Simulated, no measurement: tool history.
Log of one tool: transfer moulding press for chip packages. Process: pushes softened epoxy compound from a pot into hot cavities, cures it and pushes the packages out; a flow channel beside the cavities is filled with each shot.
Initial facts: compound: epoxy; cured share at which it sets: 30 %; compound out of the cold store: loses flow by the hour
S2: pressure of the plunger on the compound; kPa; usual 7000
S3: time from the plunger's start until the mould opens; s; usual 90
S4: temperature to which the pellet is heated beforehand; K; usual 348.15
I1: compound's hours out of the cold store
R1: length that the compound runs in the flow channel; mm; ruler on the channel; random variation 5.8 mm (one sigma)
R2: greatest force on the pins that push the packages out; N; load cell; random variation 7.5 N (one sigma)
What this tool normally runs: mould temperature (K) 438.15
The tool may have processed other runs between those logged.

{"run": 1, "hour": 0.0, "mould temperature (K)": 438.15, "S2": 7000, "S3": 90, "S4": 348.15, "I1": 14.2, "R1": 846, "R2": 334}
{"run": 2, "hour": 48.5, "mould temperature (K)": 438.15, "S2": 7000, "S3": 90, "S4": 348.15, "I1": 8.1, "R1": 869, "R2": 348}
{"run": 3, "hour": 123.9, "mould temperature (K)": 438.15, "S2": 7000, "S3": 90, "S4": 348.15, "I1": 43.1, "R1": 745, "R2": 323}
{"run": 4, "hour": 155.9, "mould temperature (K)": 438.15, "S2": 7000, "S3": 90, "S4": 348.15, "I1": 35.3, "R1": 770, "R2": 312}
{"run": 5, "hour": 227.0, "mould temperature (K)": 438.15, "S2": 6260, "S3": 90, "S4": 348.15, "I1": 24.8, "R1": 759, "R2": 310}
{"run": 6, "hour": 282.2, "mould temperature (K)": 438.15, "S2": 7000, "S3": 90, "S4": 354.15, "I1": 45.7, "R1": 741, "R2": 295}
{"run": 7, "hour": 326.3, "mould temperature (K)": 438.15, "S2": 7000, "S3": 112, "S4": 348.15, "I1": 17.4, "R1": 838, "R2": 232}
{"run": 8, "hour": 380.1, "mould temperature (K)": 442.15, "S2": 7000, "S3": 112, "S4": 346.15, "I1": 29.2, "R1": 775, "R2": 223}
{"run": 9, "hour": 439.7, "mould temperature (K)": 430.15, "S2": 7000, "S3": 112, "S4": 346.15, "I1": 41.3, "R1": 779, "R2": 328}
{"run": 10, "hour": 477.6, "mould temperature (K)": 433.15, "S2": 7000, "S3": 95, "S4": 351.15, "I1": 10.8, "R1": 880, "R2": 405}
{"run": 11, "hour": 549.8, "mould temperature (K)": 441.15, "S2": 6290, "S3": 71, "S4": 355.15, "I1": 14.4, "R1": 789, "R2": 457}
{"run": 12, "hour": 625.4, "mould temperature (K)": 437.15, "S2": 6540, "S3": 86, "S4": 344.15, "I1": 22.8, "R1": 788, "R2": 388}
{"run": 13, "hour": 702.6, "mould temperature (K)": 438.15, "S2": 8220, "S3": 90, "S4": 348.15, "I1": 47.8, "R1": 792, "R2": 302}

Withheld: 11 entries from between the runs. Position of each, and hidden state at the listed run before versus the listed run after:
From run 2 to run 3: cavities cleaned with cleaning compound and waxed (hour 55.2); plunger's sealing rings changed (hour 82.9)
  pressure that reaches the compound, % of what is set: 99.78 -> 99.95; grip of the stained cavities, % over clean ones': 1 -> 0.9
From run 3 to run 4: cavities cleaned with cleaning compound and waxed (hour 153.3)
  pressure that reaches the compound, % of what is set: 99.95 -> 99.92; grip of the stained cavities, % over clean ones': 0.9 -> 0.1
From run 5 to run 6: cavities cleaned with cleaning compound and waxed (hour 244.8)
  pressure that reaches the compound, % of what is set: 99.85 -> 99.81; grip of the stained cavities, % over clean ones': 0.9 -> 0.7
From run 7 to run 8: cavities cleaned with cleaning compound and waxed (hour 341.1); plunger's sealing rings changed (hour 363.4)
  pressure that reaches the compound, % of what is set: 99.77 -> 99.98; grip of the stained cavities, % over clean ones': 0.9 -> 0.6
From run 8 to run 9: cavities cleaned with cleaning compound and waxed (hour 435.2)
  pressure that reaches the compound, % of what is set: 99.98 -> 99.92; grip of the stained cavities, % over clean ones': 0.6 -> 0.1
From run 10 to run 11: cavities cleaned with cleaning compound and waxed (hour 527.5)
  pressure that reaches the compound, % of what is set: 99.89 -> 99.83; grip of the stained cavities, % over clean ones': 0.7 -> 0.5
From run 11 to run 12: cavities cleaned with cleaning compound and waxed (hour 620.9)
  pressure that reaches the compound, % of what is set: 99.83 -> 99.76; grip of the stained cavities, % over clean ones': 0.5 -> 0.2
From run 12 to run 13: plunger's sealing rings changed (hour 644.7); mould's thermocouples calibrated (hour 672.3)
  pressure that reaches the compound, % of what is set: 99.76 -> 99.94; grip of the stained cavities, % over clean ones': 0.2 -> 0.9

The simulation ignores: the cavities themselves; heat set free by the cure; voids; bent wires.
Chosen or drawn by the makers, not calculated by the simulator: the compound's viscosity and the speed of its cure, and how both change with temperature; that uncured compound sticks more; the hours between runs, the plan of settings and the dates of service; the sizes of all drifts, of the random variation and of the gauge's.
